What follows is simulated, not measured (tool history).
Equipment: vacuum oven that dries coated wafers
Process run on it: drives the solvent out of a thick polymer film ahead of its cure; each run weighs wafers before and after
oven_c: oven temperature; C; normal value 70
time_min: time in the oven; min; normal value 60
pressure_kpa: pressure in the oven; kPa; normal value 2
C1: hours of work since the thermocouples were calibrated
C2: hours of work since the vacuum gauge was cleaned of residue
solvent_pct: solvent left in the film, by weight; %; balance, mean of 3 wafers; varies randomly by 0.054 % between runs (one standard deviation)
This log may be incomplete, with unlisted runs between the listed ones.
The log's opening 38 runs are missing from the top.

Run 39, day 16.779: usual settings but oven_c 75 C, pressure_kpa 2.7 kPa; C1 33; C2 605. Result: solvent_pct 1.82 %.
Run 40, day 17.442: usual settings but oven_c 60 C, pressure_kpa 4.11 kPa; C1 45; C2 617. Result: solvent_pct 6.37 %.
Run 41, day 17.933: usual settings but oven_c 66 C, time_min 37 min, pressure_kpa 4.11 kPa; C1 54; C2 626. Result: solvent_pct 6.51 %.
Run 42, day 18.588: usual settings but oven_c 66 C, time_min 37 min, pressure_kpa 4.11 kPa; C1 65; C2 637. Result: solvent_pct 6.56 %.
Run 43, day 19.092: usual settings but oven_c 56 C, time_min 100 min, pressure_kpa 4.79 kPa; C1 74; C2 646. Result: solvent_pct 6.42 %.
Run 44, day 19.612: usual settings but oven_c 56 C, time_min 41 min, pressure_kpa 4.05 kPa; C1 84; C2 655. Result: solvent_pct 9.92 %.
Run 45, day 20.217: usual settings but oven_c 69 C, time_min 41 min, pressure_kpa 3.83 kPa; C1 94; C2 666. Result: solvent_pct 4.91 %.
Run 46, day 20.55: usual settings but oven_c 81 C; C1 100; C2 672. Result: solvent_pct 0.95 %.
Run 47, day 20.892: usual settings but oven_c 81 C, time_min 93 min, pressure_kpa 4.59 kPa; C1 106; C2 678. Result: solvent_pct 1.8 %.

What if the next run were any one of these 4? Each begins from the tool's condition after run 47:
Run A, day 21.275: usual settings but time_min 43 min, pressure_kpa 6.66 kPa; C1 113; C2 685. Result: solvent_pct ?.
Run B, day 21.275: usual settings but pressure_kpa 6.82 kPa; C1 113; C2 685. Result: solvent_pct ?.
Run C, day 21.275: usual settings but time_min 72 min, pressure_kpa 6.39 kPa; C1 113; C2 685. Result: solvent_pct ?.
Run D, day 21.275: usual settings but oven_c 68 C, time_min 93 min, pressure_kpa 1.37 kPa; C1 113; C2 685. Result: solvent_pct ?.

run  solvent_pct
  A         5.96
  B         4.95
  C         4.22
  D         1.31
Take away the tool's hidden state, keep each run's random variation, and the runs would have read:
run  solvent_pct
  A         5.85
  B         4.84
  C         4.11
  D         1.22
